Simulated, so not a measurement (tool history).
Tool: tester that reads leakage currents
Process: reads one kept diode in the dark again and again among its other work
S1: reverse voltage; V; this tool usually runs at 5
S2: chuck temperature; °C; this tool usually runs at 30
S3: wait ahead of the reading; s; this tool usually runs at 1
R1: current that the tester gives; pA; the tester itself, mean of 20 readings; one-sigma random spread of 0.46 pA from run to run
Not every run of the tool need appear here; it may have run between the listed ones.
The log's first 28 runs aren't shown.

| run | hour | S1 | S2 | S3 | R1 |
|---|---|---|---|---|---|
| 29 | 1628.4 | 4.54 | 52 | 9.18 | 757.79 |
| 30 | 1694.2 | 5 | 23 | 1 | 85.02 |
| 31 | 1766.9 | 4.04 | 22 | 7.13 | 68.65 |
| 32 | 1823.3 | 2.46 | 53 | 7.13 | 562.77 |
| 33 | 1909.1 | 2.46 | 53 | 7.13 | 561.98 |
| 34 | 1953.8 | 2.46 | 53 | 7.13 | 565.31 |
| 35 | 2004.1 | 1.72 | 45 | 0.8 | 256.71 |
| 36 | 2070.2 | 5 | 26 | 1.91 | 109.2 |
| 37 | 2116.6 | 5 | 26 | 1 | 109.42 |
| 38 | 2154.1 | 5 | 26 | 1 | 109.15 |
| 39 | 2222.6 | 5 | 26 | 1 | 109.74 |
| 40 | 2283.1 | 1.57 | 26 | 0.55 | 54.87 |

Alternative continuations, all from the tool just after run 40; predict every row:
| A | 2325.4 | 1.57 | 56 | 0.36 | ? |
| B | 2325.4 | 3.66 | 46 | 0.55 | ? |
| C | 2325.4 | 1.25 | 35 | 3.07 | ? |
| D | 2325.4 | 2 | 25 | 0.55 | ? |

| run | R1 |
|---|---|
| A | 528.47 |
| B | 432.27 |
| C | 98.19 |
| D | 58.77 |
Stripped of hidden state, with their random variation kept, the same runs would have yielded:
| run | R1 |
|---|---|
| A | 528.25 |
| B | 432.07 |
| C | 98.14 |
| D | 58.73 |
